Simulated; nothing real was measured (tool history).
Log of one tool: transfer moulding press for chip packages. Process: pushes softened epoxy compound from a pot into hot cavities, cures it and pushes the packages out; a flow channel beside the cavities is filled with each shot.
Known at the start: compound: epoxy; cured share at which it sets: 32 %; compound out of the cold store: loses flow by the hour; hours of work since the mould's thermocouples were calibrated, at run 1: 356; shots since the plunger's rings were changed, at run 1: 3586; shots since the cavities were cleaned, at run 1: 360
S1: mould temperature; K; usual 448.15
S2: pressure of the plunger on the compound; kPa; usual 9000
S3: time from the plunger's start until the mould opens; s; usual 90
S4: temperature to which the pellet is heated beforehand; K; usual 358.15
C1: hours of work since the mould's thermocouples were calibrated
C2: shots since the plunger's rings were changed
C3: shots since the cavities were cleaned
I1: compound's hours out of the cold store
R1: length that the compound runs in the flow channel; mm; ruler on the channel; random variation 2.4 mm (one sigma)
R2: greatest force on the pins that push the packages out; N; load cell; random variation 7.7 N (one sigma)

run 1 hour=0 | S1=448.15 S2=9000 S3=90 S4=358.15 | C1=356 C2=3586 C3=360 | I1=20.1 | R1=741 R2=383
-- hour=19.8 plunger's sealing rings changed
run 2 hour=28.7 | S1=448.15 S2=9000 S3=90 S4=358.15 | C1=377 C2=153 C3=809 | I1=9.4 | R1=805 R2=485
-- hour=37.6 cavities cleaned with cleaning compound and waxed
run 3 hour=48.6 | S1=448.15 S2=9000 S3=90 S4=358.15 | C1=391 C2=469 C3=189 | I1=39.5 | R1=699 R2=347
run 4 hour=62.6 | S1=448.15 S2=9000 S3=90 S4=358.15 | C1=402 C2=707 C3=427 | I1=29.7 | R1=724 R2=390
run 5 hour=74.8 | S1=448.15 S2=9000 S3=90 S4=358.15 | C1=412 C2=916 C3=636 | I1=30.2 | R1=725 R2=445
-- hour=95 cavities cleaned with cleaning compound and waxed
run 6 hour=102.3 | S1=448.15 S2=9000 S3=90 S4=358.15 | C1=433 C2=1363 C3=126 | I1=34.5 | R1=703 R2=328
run 7 hour=115.6 | S1=448.15 S2=9000 S3=90 S4=358.15 | C1=443 C2=1590 C3=353 | I1=40.7 | R1=680 R2=372
run 8 hour=142.1 | S1=448.15 S2=9000 S3=90 S4=358.15 | C1=464 C2=2045 C3=808 | I1=20.3 | R1=749 R2=466
-- hour=150.6 cavities cleaned with cleaning compound and waxed
run 9 hour=166.2 | S1=448.15 S2=9000 S3=90 S4=358.15 | C1=482 C2=2432 C3=268 | I1=13.3 | R1=772 R2=376
run 10 hour=184.6 | S1=448.15 S2=9000 S3=90 S4=358.15 | C1=497 C2=2748 C3=584 | I1=40.8 | R1=673 R2=409
run 11 hour=198.8 | S1=448.15 S2=9000 S3=90 S4=358.15 | C1=508 C2=2991 C3=827 | I1=35.8 | R1=685 R2=447
-- hour=206.6 cavities cleaned with cleaning compound and waxed
run 12 hour=216.8 | S1=448.15 S2=9000 S3=90 S4=358.15 | C1=521 C2=3273 C3=175 | I1=12.4 | R1=774 R2=359
run 13 hour=232 | S1=448.15 S2=9000 S3=90 S4=358.15 | C1=533 C2=3534 C3=436 | I1=11.8 | R1=767 R2=408
-- hour=257 plunger's sealing rings changed
run 14 hour=262 | S1=448.15 S2=6990 S3=90 S4=358.15 | C1=555 C2=87 C3=908 | I1=23.2 | R1=665 R2=487
-- hour=266.1 cavities cleaned with cleaning compound and waxed
run 15 hour=287.1 | S1=448.15 S2=6990 S3=90 S4=358.15 | C1=574 C2=490 C3=360 | I1=34.6 | R1=625 R2=378
run 16 hour=304.9 | S1=445.15 S2=9000 S3=90 S4=358.15 | C1=588 C2=796 C3=666 | I1=20.4 | R1=764 R2=537
-- hour=321.9 cavities cleaned with cleaning compound and waxed
run 17 hour=326.4 | S1=448.15 S2=9000 S3=90 S4=366.15 | C1=604 C2=1138 C3=77 | I1=12.6 | R1=786 R2=336
run 18 hour=345.1 | S1=447.15 S2=9000 S3=88 S4=367.15 | C1=619 C2=1457 C3=396 | I1=45.4 | R1=670 R2=399
run 19 hour=365.6 | S1=448.15 S2=7410 S3=90 S4=352.15 | C1=635 C2=1809 C3=748 | I1=23 | R1=674 R2=441
-- hour=377.9 cavities cleaned with cleaning compound and waxed
run 20 hour=389.8 | S1=448.15 S2=7410 S3=90 S4=352.15 | C1=653 C2=2198 C3=203 | I1=10.1 | R1=713 R2=356
run 21 hour=403.8 | S1=448.15 S2=7410 S3=90 S4=352.15 | C1=664 C2=2438 C3=443 | I1=20.3 | R1=678 R2=419
run 22 hour=428.1 | S1=448.15 S2=7410 S3=90 S4=352.15 | C1=683 C2=2854 C3=859 | I1=43.1 | R1=601 R2=426
-- hour=433.7 cavities cleaned with cleaning compound and waxed
run 23 hour=444.7 | S1=448.15 S2=7410 S3=90 S4=352.15 | C1=695 C2=3113 C3=188 | I1=35.9 | R1=623 R2=334
run 24 hour=456.6 | S1=448.15 S2=7410 S3=90 S4=352.15 | C1=705 C2=3317 C3=392 | I1=45.6 | R1=596 R2=368
run 25 hour=468.9 | S1=448.15 S2=9000 S3=123 S4=353.15 | C1=715 C2=3528 C3=603 | I1=10.3 | R1=774 R2=326
-- hour=490.4 cavities cleaned with cleaning compound and waxed
-- hour=494.3 plunger's sealing rings changed
run 26 hour=495.5 | S1=441.15 S2=7830 S3=108 S4=357.15 | C1=732 C2=21 C3=46 | I1=19 | R1=732 R2=338
-- hour=515.1 mould's thermocouples calibrated
run 27 hour=515.9 | S1=448.15 S2=8330 S3=90 S4=358.15 | C1=1 C2=336 C3=361 | I1=21.6 | R1=730 R2=427

Hidden state at the last listed run before each entry between runs and at the first one after, where it differs:
Between runs 1 and 2: plunger's sealing rings changed (hour 19.8)
  true mould temperature over the reading, C: 0.53 -> 0.58; pressure that reaches the compound, % of what is set: 92.61 -> 99.49; grip of the stained cavities, % over clean ones': 31.3 -> 53.2
  measured less the result without the state, R1: -31 -> -4 mm; R2: +82 -> +156 N
Between runs 2 and 3: cavities cleaned with cleaning compound and waxed (hour 37.6)
  true mould temperature over the reading, C: 0.58 -> 0.61; pressure that reaches the compound, % of what is set: 99.49 -> 98.86; grip of the stained cavities, % over clean ones': 53.2 -> 19.5
  measured less the result without the state, R1: -4 -> -6 mm; R2: +156 -> +47 N
Between runs 5 and 6: cavities cleaned with cleaning compound and waxed (hour 95)
  true mould temperature over the reading, C: 0.66 -> 0.71; pressure that reaches the compound, % of what is set: 97.93 -> 97; grip of the stained cavities, % over clean ones': 47 -> 11.9
  measured less the result without the state, R1: -9 -> -13 mm; R2: +132 -> +22 N
Between runs 8 and 9: cavities cleaned with cleaning compound and waxed (hour 150.6)
  true mould temperature over the reading, C: 0.78 -> 0.82; pressure that reaches the compound, % of what is set: 95.68 -> 94.84; grip of the stained cavities, % over clean ones': 53.2 -> 22.7
  measured less the result without the state, R1: -19 -> -23 mm; R2: +148 -> +53 N
Between runs 11 and 12: cavities cleaned with cleaning compound and waxed (hour 206.6)
  true mould temperature over the reading, C: 0.88 -> 0.91; pressure that reaches the compound, % of what is set: 93.68 -> 93.13; grip of the stained cavities, % over clean ones': 53.3 -> 15.5
  measured less the result without the state, R1: -25 -> -30 mm; R2: +141 -> +30 N
Between runs 13 and 14: plunger's sealing rings changed (hour 257)
  true mould temperature over the reading, C: 0.94 -> 0.98; pressure that reaches the compound, % of what is set: 92.61 -> 99.76; grip of the stained cavities, % over clean ones': 32.7 -> 55.5
  measured less the result without the state, R1: -33 -> -3 mm; R2: +81 -> +154 N
Between runs 14 and 15: cavities cleaned with cleaning compound and waxed (hour 266.1)
  true mould temperature over the reading, C: 0.98 -> 1.02; pressure that reaches the compound, % of what is set: 99.76 -> 98.88; grip of the stained cavities, % over clean ones': 55.5 -> 31.3
  measured less the result without the state, R1: -3 -> -6 mm; R2: +154 -> +73 N
Between runs 16 and 17: cavities cleaned with cleaning compound and waxed (hour 321.9)
  true mould temperature over the reading, C: 1.05 -> 1.09; pressure that reaches the compound, % of what is set: 98.26 -> 97.61; grip of the stained cavities, % over clean ones': 47.9 -> 9.2
  measured less the result without the state, R1: -9 -> -13 mm; R2: +144 -> +7 N
Between runs 19 and 20: cavities cleaned with cleaning compound and waxed (hour 377.9)
  true mould temperature over the reading, C: 1.16 -> 1.2; pressure that reaches the compound, % of what is set: 96.31 -> 95.55; grip of the stained cavities, % over clean ones': 51.3 -> 18
  measured less the result without the state, R1: -15 -> -19 mm; R2: +130 -> +29 N
Between runs 22 and 23: cavities cleaned with cleaning compound and waxed (hour 433.7)
  true mould temperature over the reading, C: 1.26 -> 1.29; pressure that reaches the compound, % of what is set: 94.14 -> 93.66; grip of the stained cavities, % over clean ones': 55.2 -> 17.6
  measured less the result without the state, R1: -21 -> -23 mm; R2: +136 -> +29 N
Between runs 25 and 26: cavities cleaned with cleaning compound and waxed (hour 490.4); plunger's sealing rings changed (hour 494.3)
  true mould temperature over the reading, C: 1.33 -> 1.37; pressure that reaches the compound, % of what is set: 92.91 -> 99.27; grip of the stained cavities, % over clean ones': 43.7 -> 8.1
  measured less the result without the state, R1: -33 -> -7 mm; R2: +96 -> -6 N
Between runs 26 and 27: mould's thermocouples calibrated (hour 515.1)
  true mould temperature over the reading, C: 1.37 -> 0.03; pressure that reaches the compound, % of what is set: 99.27 -> 98.69; grip of the stained cavities, % over clean ones': 8.1 -> 32.6
  measured less the result without the state, R1: -7 -> -5 mm; R2: -6 -> +105 N

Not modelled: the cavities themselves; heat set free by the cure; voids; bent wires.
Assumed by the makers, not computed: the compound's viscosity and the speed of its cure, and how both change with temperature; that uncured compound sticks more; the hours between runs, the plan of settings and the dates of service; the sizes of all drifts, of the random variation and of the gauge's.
